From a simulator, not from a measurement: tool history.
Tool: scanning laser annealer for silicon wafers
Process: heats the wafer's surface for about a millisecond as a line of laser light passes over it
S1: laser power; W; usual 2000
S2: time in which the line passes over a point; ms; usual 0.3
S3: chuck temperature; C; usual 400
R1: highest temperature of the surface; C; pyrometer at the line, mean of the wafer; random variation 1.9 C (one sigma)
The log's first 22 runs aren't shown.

run	hour	S1	S2	S3	R1
23	935.6	2077	0.3	400	1158
# hour 946.6: window over the wafer cleaned
24	974.1	2177	0.3	390	1197
25	1038.4	1970	0.3	410	1118
26	1067.8	1823	0.25	440	1026
27	1132.3	1823	0.25	440	1030
28	1171.9	2000	0.291	420	1131
29	1207.9	1859	0.3	411	1068
30	1258.4	1753	0.3	400	1004
31	1311.5	1729	0.344	374	1009
32	1359	1729	0.344	374	1013
33	1391.8	1729	0.344	374	1009
34	1448.8	1792	0.349	397	1068
35	1494	1997	0.214	361	980
36	1545.3	1997	0.214	361	976
37	1578.5	1813	0.251	414	997
# hour 1639.5: optics aligned, line set to its width
38	1644	2000	0.305	386	1112
39	1690.6	2000	0.305	386	1111
40	1753.3	2000	0.305	386	1113

5 ways to go on from here, each from the tool as it stands after run 40. What would each give?
A	1788.9	2175	0.3	400	?
B	1788.9	1977	0.249	374	?
C	1788.9	2000	0.3	363	?
D	1788.9	1860	0.305	386	?
E	1788.9	2182	0.375	362	?

run	R1
A	1207
B	1026
C	1082
D	1047
E	1258
Without the tool's hidden state the same runs would have given:
run	R1
A	1207
B	1026
C	1082
D	1047
E	1258
